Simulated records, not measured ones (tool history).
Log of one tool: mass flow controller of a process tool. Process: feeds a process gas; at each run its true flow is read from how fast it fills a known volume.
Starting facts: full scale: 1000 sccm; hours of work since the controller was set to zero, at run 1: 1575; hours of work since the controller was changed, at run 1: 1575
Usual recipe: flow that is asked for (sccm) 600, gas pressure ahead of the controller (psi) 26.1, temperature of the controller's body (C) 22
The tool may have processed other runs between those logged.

| run | hour | flow that is asked for (sccm) | gas pressure ahead of the controller (psi) | temperature of the controller's body (C) | hours of work since the controller was set to zero | hours of work since the controller was changed | true flow (%) |
|---|---|---|---|---|---|---|---|
| 1 | 0 | 600 | 26.1 | 22 | 1575 | 1575 | 99.52 |
| 2 | 153.8 | 549 | 26.1 | 22 | 1630 | 1630 | 99.36 |
| 3 | 355.3 | 758 | 26.1 | 22 | 1703 | 1703 | 99.93 |
| 4 | 516 | 795 | 26.1 | 22 | 1760 | 1760 | 100.1 |
| 5 | 708.7 | 795 | 26.1 | 22 | 1830 | 1830 | 100.06 |
| 6 | 807.5 | 600 | 26.1 | 22 | 1865 | 1865 | 99.5 |
| 7 | 978.5 | 600 | 31.2 | 22 | 1927 | 1927 | 99.5 |
| 8 | 1105.6 | 129 | 26.1 | 22 | 1972 | 1972 | 97.51 |
| 9 | 1246.1 | 129 | 26.1 | 22 | 2023 | 2023 | 97.28 |
| 10 | 1350.4 | 129 | 26.1 | 22 | 2060 | 2060 | 97.33 |
| 11 | 1532.6 | 129 | 26.1 | 22 | 2126 | 2126 | 97.39 |
| 12 | 1667.5 | 404 | 26.1 | 22 | 2174 | 2174 | 99.25 |
| 13 | 1821.9 | 600 | 21.5 | 22 | 2230 | 2230 | 99.7 |
| 14 | 1932.4 | 600 | 21.5 | 22 | 2269 | 2269 | 99.84 |
| 15 | 2144.2 | 164 | 21.3 | 23 | 2345 | 2345 | 97.95 |
| 16 | 2289.1 | 164 | 21.3 | 23 | 2398 | 2398 | 98.1 |
| 17 | 2477.1 | 600 | 38.1 | 36 | 2465 | 2465 | 100.6 |
| 18 | 2615.7 | 600 | 38.1 | 36 | 2515 | 2515 | 100.58 |
| 19 | 2723 | 328 | 24.7 | 34 | 2553 | 2553 | 99.99 |
| 20 | 2902 | 328 | 24.7 | 34 | 2618 | 2618 | 99.88 |
| 21 | 3041.3 | 167 | 24.7 | 35 | 2668 | 2668 | 98.85 |
| 22 | 3248.9 | 167 | 24.7 | 35 | 2742 | 2742 | 98.98 |
| 23 | 3451.8 | 138 | 24.7 | 20 | 2815 | 2815 | 97.07 |
| 24 | 3643.1 | 138 | 24.7 | 20 | 2884 | 2884 | 97.23 |
| 25 | 3746.1 | 600 | 21.3 | 22 | 2921 | 2921 | 100.08 |

The logged runs with the hidden state left out (each run's random variation unchanged):
What the log doesn't record here: flow at rest that the sensor doesn't see, % of full scale; true flow over the shown one, %; drift of the gauge itself on true_pct, %.
| run | true flow (%) |
|---|---|
| 1 | 99.05 |
| 2 | 98.89 |
| 3 | 99.35 |
| 4 | 99.49 |
| 5 | 99.43 |
| 6 | 98.94 |
| 7 | 98.91 |
| 8 | 98.17 |
| 9 | 97.95 |
| 10 | 98.02 |
| 11 | 98.09 |
| 12 | 98.77 |
| 13 | 99.02 |
| 14 | 99.14 |
| 15 | 98.31 |
| 16 | 98.47 |
| 17 | 99.84 |
| 18 | 99.8 |
| 19 | 99.57 |
| 20 | 99.45 |
| 21 | 99.23 |
| 22 | 99.37 |
| 23 | 97.84 |
| 24 | 98.02 |
| 25 | 99.18 |
